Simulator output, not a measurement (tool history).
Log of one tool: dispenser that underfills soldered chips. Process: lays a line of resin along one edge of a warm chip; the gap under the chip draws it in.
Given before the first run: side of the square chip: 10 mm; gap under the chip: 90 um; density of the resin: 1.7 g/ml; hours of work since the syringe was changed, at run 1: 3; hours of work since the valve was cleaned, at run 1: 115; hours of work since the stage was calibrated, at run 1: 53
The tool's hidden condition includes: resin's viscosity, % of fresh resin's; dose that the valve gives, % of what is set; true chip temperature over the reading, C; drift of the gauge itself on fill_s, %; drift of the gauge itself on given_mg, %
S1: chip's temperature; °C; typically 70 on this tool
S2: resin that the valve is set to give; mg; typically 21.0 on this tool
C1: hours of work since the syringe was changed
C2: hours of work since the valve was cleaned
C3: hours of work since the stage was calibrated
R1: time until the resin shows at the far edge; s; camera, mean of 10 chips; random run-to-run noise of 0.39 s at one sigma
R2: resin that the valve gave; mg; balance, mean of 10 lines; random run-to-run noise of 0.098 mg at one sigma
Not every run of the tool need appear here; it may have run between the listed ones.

| run | hour | S1 | S2 | C1 | C2 | C3 | R1 | R2 |
|---|---|---|---|---|---|---|---|---|
| 1 | 0.0 | 70 | 21.0 | 3 | 115 | 53 | 29.0 | 20.15 |
|  | 6.0 | new syringe of resin |
|  | 10.6 | dispensing valve cleaned and set on the balance |
| 2 | 10.8 | 78 | 21.0 | 3 | 0 | 60 | 19.6 | 20.97 |
|  | 17.9 | new syringe of resin |
| 3 | 21.3 | 78 | 21.0 | 2 | 7 | 67 | 19.0 | 21.02 |
|  | 28.9 | new syringe of resin |
| 4 | 30.5 | 70 | 21.0 | 1 | 13 | 73 | 25.1 | 20.93 |
| 5 | 37.0 | 70 | 21.0 | 5 | 17 | 77 | 33.3 | 20.71 |
|  | 39.8 | new syringe of resin |
| 6 | 44.6 | 70 | 21.0 | 3 | 22 | 82 | 29.8 | 20.75 |
|  | 50.8 | new syringe of resin |
| 7 | 54.3 | 70 | 22.3 | 2 | 29 | 88 | 27.1 | 22.08 |
|  | 61.6 | new syringe of resin |
| 8 | 63.6 | 70 | 22.3 | 1 | 35 | 94 | 25.3 | 21.89 |
| 9 | 68.9 | 60 | 21.0 | 5 | 38 | 98 | 52.5 | 20.78 |
|  | 73.0 | new syringe of resin |
| 10 | 77.7 | 60 | 21.0 | 3 | 44 | 104 | 48.1 | 20.51 |
|  | 84.0 | new syringe of resin |
| 11 | 84.6 | 60 | 21.0 | 0 | 49 | 108 | 38.8 | 20.63 |
| 12 | 89.9 | 70 | 21.0 | 4 | 52 | 112 | 29.6 | 20.62 |
|  | 95.4 | new syringe of resin |
| 13 | 100.4 | 70 | 21.2 | 3 | 59 | 119 | 28.4 | 20.78 |
|  | 106.3 | new syringe of resin |
| 14 | 110.6 | 73 | 23.1 | 3 | 66 | 125 | 24.3 | 22.69 |
|  | 117.5 | new syringe of resin |
| 15 | 119.3 | 66 | 20.1 | 1 | 71 | 131 | 30.0 | 19.71 |
| 16 | 124.2 | 66 | 20.1 | 4 | 75 | 134 | 37.6 | 19.72 |
|  | 128.6 | new syringe of resin |
| 17 | 133.7 | 66 | 20.1 | 3 | 81 | 141 | 35.5 | 19.54 |
|  | 139.8 | new syringe of resin |
| 18 | 144.0 | 76 | 18.1 | 3 | 88 | 147 | 23.0 | 17.39 |
|  | 151.1 | new syringe of resin |
| 19 | 155.0 | 61 | 26.6 | 3 | 95 | 155 | 41.4 | 25.86 |
|  | 162.2 | new syringe of resin |
| 20 | 162.2 | 61 | 20.0 | 0 | 100 | 159 | 36.3 | 19.35 |
| 21 | 167.6 | 61 | 20.0 | 4 | 103 | 163 | 45.3 | 19.57 |
|  | 172.8 | new syringe of resin |
| 22 | 172.9 | 63 | 19.8 | 0 | 107 | 166 | 33.4 | 19.16 |
| 23 | 179.8 | 59 | 18.1 | 5 | 111 | 171 | 55.5 | 17.47 |
|  | 184.5 | new syringe of resin |
| 24 | 185.7 | 84 | 19.7 | 1 | 115 | 175 | 13.0 | 18.84 |
|  | 195.2 | dispensing valve cleaned and set on the balance |
| 25 | 195.3 | 84 | 19.7 | 7 | 0 | 181 | 18.8 | 19.67 |

Branching from run 25: 5 alternative next runs. What would each branch give?
|  | 196.5 | new syringe of resin |
| A | 206.3 | 67 | 21.0 | 7 | 7 | 188 | ? | ? |
|  | 196.5 | new syringe of resin |
| B | 206.3 | 55 | 27.2 | 7 | 7 | 188 | ? | ? |
|  | 196.5 | new syringe of resin |
| C | 206.3 | 62 | 21.0 | 7 | 7 | 188 | ? | ? |
|  | 196.5 | new syringe of resin |
| D | 206.3 | 73 | 18.2 | 7 | 7 | 188 | ? | ? |
|  | 196.5 | new syringe of resin |
| E | 206.3 | 77 | 20.4 | 7 | 7 | 188 | ? | ? |

| run | R1 | R2 |
|---|---|---|
| A | 39.2 | 20.87 |
| B | 68.2 | 27.10 |
| C | 49.8 | 20.84 |
| D | 31.9 | 18.00 |
| E | 25.1 | 20.30 |
Without the tool's hidden state the same runs would have given:
| run | R1 | R2 |
|---|---|---|
| A | 27.5 | 21.01 |
| B | 47.9 | 27.28 |
| C | 35.1 | 20.97 |
| D | 22.5 | 18.12 |
| E | 17.6 | 20.42 |

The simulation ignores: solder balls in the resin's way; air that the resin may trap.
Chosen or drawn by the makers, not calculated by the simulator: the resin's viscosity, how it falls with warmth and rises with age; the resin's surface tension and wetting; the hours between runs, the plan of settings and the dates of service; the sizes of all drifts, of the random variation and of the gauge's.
